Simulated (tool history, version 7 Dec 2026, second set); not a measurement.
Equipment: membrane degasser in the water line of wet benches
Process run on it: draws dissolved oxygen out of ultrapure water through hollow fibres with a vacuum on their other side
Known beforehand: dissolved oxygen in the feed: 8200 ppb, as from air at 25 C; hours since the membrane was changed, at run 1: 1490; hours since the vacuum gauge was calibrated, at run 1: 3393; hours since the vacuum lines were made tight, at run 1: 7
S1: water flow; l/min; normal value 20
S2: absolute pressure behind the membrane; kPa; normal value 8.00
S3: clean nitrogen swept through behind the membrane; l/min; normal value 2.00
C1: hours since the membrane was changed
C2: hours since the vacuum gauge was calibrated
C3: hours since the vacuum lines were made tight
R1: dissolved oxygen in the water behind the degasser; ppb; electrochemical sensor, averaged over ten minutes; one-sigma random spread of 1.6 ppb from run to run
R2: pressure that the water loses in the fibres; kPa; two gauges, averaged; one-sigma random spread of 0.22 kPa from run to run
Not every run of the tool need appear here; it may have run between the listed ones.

{"run": 1, "hour": 0.0, "S1": 20, "S2": 8.0, "S3": 2.0, "C1": 1490, "C2": 3393, "C3": 7, "R1": 168.1, "R2": 52.42}
{"run": 2, "hour": 34.1, "S1": 20, "S2": 8.0, "S3": 2.0, "C1": 1524, "C2": 3427, "C3": 41, "R1": 172.0, "R2": 52.39}
{"run": 3, "hour": 78.8, "S1": 20, "S2": 8.0, "S3": 2.0, "C1": 1569, "C2": 3472, "C3": 86, "R1": 166.8, "R2": 52.41}
{"run": 4, "hour": 102.0, "S1": 20, "S2": 8.0, "S3": 1.6, "C1": 1592, "C2": 3495, "C3": 109, "R1": 197.8, "R2": 52.59}
{"run": 5, "hour": 132.4, "S1": 20, "S2": 8.0, "S3": 2.0, "C1": 1622, "C2": 3526, "C3": 139, "R1": 169.2, "R2": 52.54}
{"run": 6, "hour": 173.3, "S1": 20, "S2": 8.0, "S3": 2.0, "C1": 1663, "C2": 3567, "C3": 180, "R1": 168.8, "R2": 52.55}
{"run": 7, "hour": 197.0, "S1": 20, "S2": 8.0, "S3": 4.78, "C1": 1687, "C2": 3590, "C3": 204, "R1": 104.9, "R2": 52.36}
{"run": 8, "hour": 242.5, "S1": 20, "S2": 8.0, "S3": 4.78, "C1": 1732, "C2": 3636, "C3": 250, "R1": 103.8, "R2": 53.03}
{"run": 9, "hour": 274.0, "S1": 20, "S2": 8.0, "S3": 4.78, "C1": 1764, "C2": 3667, "C3": 281, "R1": 103.7, "R2": 53.04}
{"run": 10, "hour": 312.5, "S1": 20, "S2": 8.0, "S3": 4.78, "C1": 1802, "C2": 3706, "C3": 320, "R1": 104.1, "R2": 52.35}
{"run": 11, "hour": 353.6, "S1": 20, "S2": 8.0, "S3": 4.78, "C1": 1843, "C2": 3747, "C3": 361, "R1": 105.0, "R2": 52.66}
{"run": 12, "hour": 392.0, "S1": 16, "S2": 9.3, "S3": 1.9, "C1": 1882, "C2": 3785, "C3": 399, "R1": 146.0, "R2": 42.41}
{"run": 13, "hour": 437.3, "S1": 16, "S2": 16.6, "S3": 2.07, "C1": 1927, "C2": 3831, "C3": 444, "R1": 267.9, "R2": 42.27}
{"run": 14, "hour": 492.4, "S1": 16, "S2": 16.6, "S3": 2.07, "C1": 1982, "C2": 3886, "C3": 499, "R1": 261.5, "R2": 42.3}
{"run": 15, "hour": 520.7, "S1": 13, "S2": 16.6, "S3": 2.24, "C1": 2011, "C2": 3914, "C3": 528, "R1": 195.9, "R2": 34.19}
{"run": 16, "hour": 566.6, "S1": 13, "S2": 16.6, "S3": 2.24, "C1": 2057, "C2": 3960, "C3": 574, "R1": 196.8, "R2": 34.48}
{"run": 17, "hour": 618.1, "S1": 13, "S2": 16.6, "S3": 2.24, "C1": 2108, "C2": 4011, "C3": 625, "R1": 197.8, "R2": 34.27}
{"run": 18, "hour": 658.8, "S1": 17, "S2": 9.43, "S3": 1.04, "C1": 2149, "C2": 4052, "C3": 666, "R1": 263.5, "R2": 44.93}
{"run": 19, "hour": 696.2, "S1": 19, "S2": 6.82, "S3": 5.99, "C1": 2186, "C2": 4089, "C3": 703, "R1": 74.5, "R2": 50.46}

For each run, the measured value with the value that run would have given without the tool's hidden condition subtracted. The run-to-run variation is shared by both, the gauge scatter possibly not:
What the log doesn't record here: membrane still open, %; true pressure behind the membrane over the reading, kPa; air that leaks in behind the membrane, l/min; drift of the gauge itself on oxygen_ppb, %; drift of the gauge itself on loss_of_pressure_kpa, %.
run=1 R1=+10.9 R2=+0.99
run=2 R1=+11.3 R2=+1.01
run=3 R1=+11.2 R2=+1.03
run=4 R1=+12.9 R2=+1.04
run=5 R1=+11.6 R2=+1.07
run=6 R1=+11.7 R2=+1.10
run=7 R1=+8.4 R2=+1.12
run=8 R1=+8.5 R2=+1.15
run=9 R1=+8.6 R2=+1.17
run=10 R1=+8.8 R2=+1.18
run=11 R1=+9.1 R2=+1.22
run=12 R1=+8.7 R2=+1.00
run=13 R1=+8.8 R2=+1.02
run=14 R1=+8.8 R2=+1.04
run=15 R1=+6.2 R2=+0.86
run=16 R1=+6.3 R2=+0.88
run=17 R1=+6.4 R2=+0.91
run=18 R1=+15.4 R2=+1.21
run=19 R1=+8.5 R2=+1.38
